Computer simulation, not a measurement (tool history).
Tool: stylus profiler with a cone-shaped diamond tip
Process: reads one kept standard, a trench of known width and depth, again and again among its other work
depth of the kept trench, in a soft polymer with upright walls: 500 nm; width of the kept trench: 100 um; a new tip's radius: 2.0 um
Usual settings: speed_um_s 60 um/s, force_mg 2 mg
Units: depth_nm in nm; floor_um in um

run     day  speed_um_s  force_mg  depth_nm  floor_um
  1       0          60         2    503.54     96.76
  2   0.908          60      1.17    502.37     96.73
  3   1.633          60      0.97    501.96     96.67
  4   2.221          60      0.97    502.06     96.62
  5   3.142          60      0.97    502.05      96.6
  6   3.742          60         2    503.45     96.67
  7   4.421          60         2     503.4      96.7
  8   5.292          60         2    503.53     96.67
  9     6.1          60      1.48    502.83     96.67
 10   6.683          60         2     503.5     96.61
 11   7.479          60         2    503.48     96.64
 12   8.021          19         2    503.53     96.69
 13   8.396          19         2    503.45      96.8
 14   9.162          19         2    503.49     96.75
 15   9.758          19       3.8    505.58     96.73
 16  10.504          60         2    503.29      96.6
 17  11.212         146         2    503.54     96.33
 18  11.671          60      3.49    505.19     96.64
 19  12.571          19         2    503.56     96.69
 20  13.038          19         2    503.46     96.67
 21  13.421         103         2    503.35      96.4
 22  13.808         103         2    503.37     96.42
 23  14.204          60         2    503.47     96.55
 24  14.633          60         2    503.42     96.57
 25  15.342          83       0.7    501.41     96.27
 26  15.967          29      4.39    506.03     96.65
 27  16.683          19      3.06    504.62     96.64
 28  17.471          15         2    503.47     96.63
 29  18.375         151      0.69    501.36     95.86
     18.442  -- height scale calibrated on a step standard
 30  19.271         151      0.69     501.3     95.85
 31  20.042         151      1.56    502.59     96.09
 32    20.7         151      1.56    502.61     96.06
 33  21.088         151      1.56    502.76     96.14
 34  22.008         151      1.56    502.64     96.04
     22.304  -- height scale calibrated on a step standard, once more
 35  22.842          22      3.26    505.56     96.54
 36  23.646          17      1.07    502.55     96.52
 37  24.042          55      5.15     507.5     96.48
 38  24.875         178      1.64    503.54     95.93
 39  25.617          54      4.45    506.81      96.5
 40  26.133          46      3.01    505.15     96.39
 41  26.921         189      1.21     502.9     95.78
 42  27.671          17      1.02    502.63     96.47
 43  28.346          17      1.02    502.66     96.48
 44  29.117          17      1.02    502.47     96.45
 45  29.896          60      0.74    502.14     96.18
 46  30.654          31      3.27    505.61     96.44

Forecast each of these 3 alternatives for the next run:
  A  31.442          88      1.83         ?         ?
  B  31.442          72      1.42         ?         ?
  C  31.442         203      3.27         ?         ?

run  depth_nm  floor_um
  A    503.72      96.2
  B    503.18     96.26
  C    505.57     95.97
Without the tool's hidden state the same runs would have given:
run  depth_nm  floor_um
  A    503.69     97.05
  B    503.15     97.11
  C    505.54     96.82
